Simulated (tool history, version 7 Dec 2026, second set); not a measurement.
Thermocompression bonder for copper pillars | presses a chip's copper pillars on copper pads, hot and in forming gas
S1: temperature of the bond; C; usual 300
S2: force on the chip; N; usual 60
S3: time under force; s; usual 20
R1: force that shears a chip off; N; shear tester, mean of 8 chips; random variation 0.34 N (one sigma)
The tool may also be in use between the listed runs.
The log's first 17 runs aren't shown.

run 18 day=14.788 | S1=300 S2=43 S3=20 | R1=78
run 19 day=15.846 | S1=320 S2=60 S3=31 | R1=119.6
run 20 day=16.617 | S1=320 S2=60 S3=20 | R1=111
run 21 day=17.267 | S1=320 S2=60 S3=20 | R1=111.1
run 22 day=17.879 | S1=272 S2=53 S3=15 | R1=67.7
run 23 day=18.975 | S1=304 S2=42 S3=51 | R1=102.4
run 24 day=19.612 | S1=304 S2=42 S3=51 | R1=101.5
run 25 day=20.575 | S1=278 S2=41 S3=49 | R1=83.6
run 26 day=21.542 | S1=278 S2=41 S3=49 | R1=83.4
run 27 day=22.683 | S1=300 S2=63 S3=20 | R1=104.3
run 28 day=23.754 | S1=309 S2=66 S3=27 | R1=116.9
run 29 day=24.292 | S1=313 S2=66 S3=22 | R1=115.2
-- day=24.546 forming gas filter changed
run 30 day=25.317 | S1=321 S2=45 S3=43 | R1=111.9
run 31 day=26.392 | S1=286 S2=50 S3=12 | R1=67.6

Forecast each of these 5 alternatives for the next run:
run A day=27.179 | S1=286 S2=51 S3=34 | R1=?
run B day=27.179 | S1=300 S2=60 S3=20 | R1=?
run C day=27.179 | S1=286 S2=47 S3=12 | R1=?
run D day=27.179 | S1=306 S2=38 S3=20 | R1=?
run E day=27.179 | S1=286 S2=73 S3=35 | R1=?

run=A R1=94.4
run=B R1=100.6
run=C R1=63.6
run=D R1=72.5
run=E R1=117.3
Without the tool's hidden state the same runs would have given:
run=A R1=94.2
run=B R1=100.5
run=C R1=63.5
run=D R1=72.4
run=E R1=117.3

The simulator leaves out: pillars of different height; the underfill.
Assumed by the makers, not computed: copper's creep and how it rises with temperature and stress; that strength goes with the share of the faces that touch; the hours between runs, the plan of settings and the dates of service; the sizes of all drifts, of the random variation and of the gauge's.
